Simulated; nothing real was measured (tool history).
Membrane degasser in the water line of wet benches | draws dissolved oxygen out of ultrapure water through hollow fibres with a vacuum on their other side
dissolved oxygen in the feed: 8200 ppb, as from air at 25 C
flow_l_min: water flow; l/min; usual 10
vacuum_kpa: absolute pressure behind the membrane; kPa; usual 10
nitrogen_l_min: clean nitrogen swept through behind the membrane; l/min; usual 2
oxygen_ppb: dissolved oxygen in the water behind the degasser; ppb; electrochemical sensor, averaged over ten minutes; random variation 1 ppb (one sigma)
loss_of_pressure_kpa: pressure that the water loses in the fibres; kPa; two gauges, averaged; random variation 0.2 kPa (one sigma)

{"run": 1, "day": 0.0, "flow_l_min": 10, "vacuum_kpa": 10, "nitrogen_l_min": 2, "oxygen_ppb": 99.9, "loss_of_pressure_kpa": 46.17}
{"run": 2, "day": 1.983, "flow_l_min": 10, "vacuum_kpa": 10, "nitrogen_l_min": 2, "oxygen_ppb": 101.6, "loss_of_pressure_kpa": 45.82}
{"run": 3, "day": 4.054, "flow_l_min": 10, "vacuum_kpa": 10, "nitrogen_l_min": 2, "oxygen_ppb": 100.7, "loss_of_pressure_kpa": 46.23}
{"run": 4, "day": 5.462, "flow_l_min": 10, "vacuum_kpa": 6.2, "nitrogen_l_min": 2, "oxygen_ppb": 52.7, "loss_of_pressure_kpa": 46.56}
{"run": 5, "day": 7.7, "flow_l_min": 10, "vacuum_kpa": 10, "nitrogen_l_min": 2, "oxygen_ppb": 100.1, "loss_of_pressure_kpa": 46.28}
{"run": 6, "day": 10.233, "flow_l_min": 10, "vacuum_kpa": 10, "nitrogen_l_min": 2, "oxygen_ppb": 98.4, "loss_of_pressure_kpa": 46.33}
{"run": 7, "day": 12.725, "flow_l_min": 10, "vacuum_kpa": 10, "nitrogen_l_min": 4.71, "oxygen_ppb": 52.4, "loss_of_pressure_kpa": 46.58}
{"run": 8, "day": 13.817, "flow_l_min": 10, "vacuum_kpa": 10, "nitrogen_l_min": 2, "oxygen_ppb": 100.6, "loss_of_pressure_kpa": 46.23}
{"run": 9, "day": 14.983, "flow_l_min": 10, "vacuum_kpa": 10, "nitrogen_l_min": 2, "oxygen_ppb": 97.8, "loss_of_pressure_kpa": 46.2}
{"run": 10, "day": 17.638, "flow_l_min": 10, "vacuum_kpa": 10, "nitrogen_l_min": 2, "oxygen_ppb": 98.3, "loss_of_pressure_kpa": 46.03}
{"run": 11, "day": 20.054, "flow_l_min": 10, "vacuum_kpa": 21, "nitrogen_l_min": 2, "oxygen_ppb": 228.7, "loss_of_pressure_kpa": 46.49}
{"run": 12, "day": 22.471, "flow_l_min": 10, "vacuum_kpa": 10, "nitrogen_l_min": 2, "oxygen_ppb": 98.3, "loss_of_pressure_kpa": 46.45}
{"run": 13, "day": 24.142, "flow_l_min": 10, "vacuum_kpa": 10, "nitrogen_l_min": 2, "oxygen_ppb": 97.9, "loss_of_pressure_kpa": 46.77}
{"run": 14, "day": 25.938, "flow_l_min": 10, "vacuum_kpa": 10, "nitrogen_l_min": 2, "oxygen_ppb": 99.9, "loss_of_pressure_kpa": 46.54}
{"run": 15, "day": 27.846, "flow_l_min": 10, "vacuum_kpa": 10, "nitrogen_l_min": 2, "oxygen_ppb": 98.4, "loss_of_pressure_kpa": 46.78}
{"run": 16, "day": 30.033, "flow_l_min": 10, "vacuum_kpa": 10, "nitrogen_l_min": 2, "oxygen_ppb": 98.8, "loss_of_pressure_kpa": 46.38}
{"run": 17, "day": 31.958, "flow_l_min": 12, "vacuum_kpa": 10, "nitrogen_l_min": 2, "oxygen_ppb": 133.1, "loss_of_pressure_kpa": 56.22}
{"run": 18, "day": 33.217, "flow_l_min": 12, "vacuum_kpa": 20.8, "nitrogen_l_min": 1.45, "oxygen_ppb": 368.6, "loss_of_pressure_kpa": 55.39}
{"run": 19, "day": 35.533, "flow_l_min": 10, "vacuum_kpa": 9.5, "nitrogen_l_min": 4.67, "oxygen_ppb": 51, "loss_of_pressure_kpa": 46.5}
{"run": 20, "day": 36.783, "flow_l_min": 10, "vacuum_kpa": 24.3, "nitrogen_l_min": 3.19, "oxygen_ppb": 180.7, "loss_of_pressure_kpa": 46.46}
{"run": 21, "day": 39.092, "flow_l_min": 11, "vacuum_kpa": 19.7, "nitrogen_l_min": 2.8, "oxygen_ppb": 180.9, "loss_of_pressure_kpa": 51.63}
{"run": 22, "day": 41.617, "flow_l_min": 6, "vacuum_kpa": 13.8, "nitrogen_l_min": 3.1, "oxygen_ppb": 53.3, "loss_of_pressure_kpa": 27.91}
{"run": 23, "day": 43.542, "flow_l_min": 6, "vacuum_kpa": 13.8, "nitrogen_l_min": 3.1, "oxygen_ppb": 53.7, "loss_of_pressure_kpa": 28.09}
{"run": 24, "day": 45.883, "flow_l_min": 6, "vacuum_kpa": 13.8, "nitrogen_l_min": 3.1, "oxygen_ppb": 51.7, "loss_of_pressure_kpa": 27.9}
{"run": 25, "day": 47.592, "flow_l_min": 7, "vacuum_kpa": 17.3, "nitrogen_l_min": 2.8, "oxygen_ppb": 90.5, "loss_of_pressure_kpa": 33.17}
{"run": 26, "day": 49.221, "flow_l_min": 7, "vacuum_kpa": 17.3, "nitrogen_l_min": 2.8, "oxygen_ppb": 89.9, "loss_of_pressure_kpa": 32.88}
{"run": 27, "day": 50.379, "flow_l_min": 7, "vacuum_kpa": 6.6, "nitrogen_l_min": 2.8, "oxygen_ppb": 23.6, "loss_of_pressure_kpa": 32.99}
{"run": 28, "day": 51.921, "flow_l_min": 13, "vacuum_kpa": 6.6, "nitrogen_l_min": 3.49, "oxygen_ppb": 80.1, "loss_of_pressure_kpa": 60.96}
{"run": 29, "day": 54.442, "flow_l_min": 13, "vacuum_kpa": 15.4, "nitrogen_l_min": 0.94, "oxygen_ppb": 417.7, "loss_of_pressure_kpa": 61.14}
{"run": 30, "day": 56.946, "flow_l_min": 13, "vacuum_kpa": 15.4, "nitrogen_l_min": 0.94, "oxygen_ppb": 415.7, "loss_of_pressure_kpa": 60.95}
{"run": 31, "day": 59.633, "flow_l_min": 8, "vacuum_kpa": 9.9, "nitrogen_l_min": 4.02, "oxygen_ppb": 39.3, "loss_of_pressure_kpa": 37.67}

Forecast each of these 3 alternatives for the next run:
{"run": "A", "day": 60.762, "flow_l_min": 10, "vacuum_kpa": 8, "nitrogen_l_min": 1.32, "oxygen_ppb": "?", "loss_of_pressure_kpa": "?"}
{"run": "B", "day": 60.762, "flow_l_min": 16, "vacuum_kpa": 20.7, "nitrogen_l_min": 4.47, "oxygen_ppb": "?", "loss_of_pressure_kpa": "?"}
{"run": "C", "day": 60.762, "flow_l_min": 10, "vacuum_kpa": 7, "nitrogen_l_min": 2.93, "oxygen_ppb": "?", "loss_of_pressure_kpa": "?"}

run=A oxygen_ppb=103 loss_of_pressure_kpa=46.75
run=B oxygen_ppb=245.6 loss_of_pressure_kpa=74.91
run=C oxygen_ppb=48.4 loss_of_pressure_kpa=47.53
Without the tool's hidden state the same runs would have given:
run=A oxygen_ppb=102.9 loss_of_pressure_kpa=45.8
run=B oxygen_ppb=245.5 loss_of_pressure_kpa=73.4
run=C oxygen_ppb=48.4 loss_of_pressure_kpa=46.58

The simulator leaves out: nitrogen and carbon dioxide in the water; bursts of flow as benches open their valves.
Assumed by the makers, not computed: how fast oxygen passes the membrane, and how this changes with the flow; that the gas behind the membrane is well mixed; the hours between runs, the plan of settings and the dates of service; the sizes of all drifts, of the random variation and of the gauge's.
